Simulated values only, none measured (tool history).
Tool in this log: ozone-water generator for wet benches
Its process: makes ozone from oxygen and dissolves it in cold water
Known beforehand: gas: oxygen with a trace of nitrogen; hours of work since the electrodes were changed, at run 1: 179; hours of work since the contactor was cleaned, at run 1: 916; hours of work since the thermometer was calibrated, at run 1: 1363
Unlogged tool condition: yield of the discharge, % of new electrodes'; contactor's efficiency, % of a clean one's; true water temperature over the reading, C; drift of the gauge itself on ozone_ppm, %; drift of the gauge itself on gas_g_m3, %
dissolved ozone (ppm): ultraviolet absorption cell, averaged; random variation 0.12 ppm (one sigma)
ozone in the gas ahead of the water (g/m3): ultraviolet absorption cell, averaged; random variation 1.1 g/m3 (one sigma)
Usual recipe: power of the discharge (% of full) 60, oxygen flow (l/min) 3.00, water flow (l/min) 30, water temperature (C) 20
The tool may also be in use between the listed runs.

| run | day | power of the discharge (% of full) | oxygen flow (l/min) | water flow (l/min) | water temperature (C) | hours of work since the electrodes were changed | hours of work since the contactor was cleaned | hours of work since the thermometer was calibrated | dissolved ozone (ppm) | ozone in the gas ahead of the water (g/m3) |
|---|---|---|---|---|---|---|---|---|---|---|
| 1 | 0.000 | 60 | 3.00 | 30 | 20 | 179 | 916 | 1363 | 11.2 | 182.9 |
| 2 | 1.467 | 60 | 3.00 | 30 | 20 | 209 | 946 | 1393 | 11.5 | 184.5 |
| 3 | 3.054 | 60 | 3.00 | 30 | 20 | 242 | 978 | 1426 | 11.3 | 184.5 |
| 4 | 4.183 | 60 | 3.00 | 30 | 13 | 265 | 1002 | 1449 | 11.7 | 183.0 |
| 5 | 5.225 | 60 | 3.00 | 30 | 13 | 287 | 1023 | 1470 | 11.8 | 183.0 |
| 6 | 6.779 | 60 | 3.00 | 30 | 13 | 318 | 1055 | 1502 | 11.9 | 184.7 |
| 7 | 7.788 | 60 | 3.00 | 30 | 13 | 339 | 1076 | 1523 | 11.8 | 184.5 |
| 8 | 9.004 | 60 | 3.00 | 30 | 13 | 364 | 1101 | 1548 | 11.9 | 183.5 |
| 9 | 9.654 | 60 | 2.86 | 30 | 28 | 377 | 1114 | 1561 | 10.4 | 187.6 |
| 10 | 10.471 | 60 | 4.03 | 30 | 21 | 394 | 1131 | 1578 | 12.0 | 161.7 |
| 11 | 11.196 | 90 | 3.00 | 46 | 20 | 409 | 1146 | 1593 | 8.9 | 234.4 |
| 12 | 12.054 | 90 | 3.00 | 46 | 20 | 427 | 1163 | 1610 | 9.0 | 234.5 |

Run 13, settings as shown, results not yet in. Your forecast:
| 13 | 13.542 | 90 | 3.00 | 46 | 26 | 457 | 1194 | 1641 | ? | ? |

{"run 13": {"dissolved ozone (ppm)": 8.6, "ozone in the gas ahead of the water (g/m3)": 233.6}}
Were there no unlogged condition in the tool, this run, its random variation unchanged, would have produced dissolved ozone (ppm) 9.1, ozone in the gas ahead of the water (g/m3) 238.8.
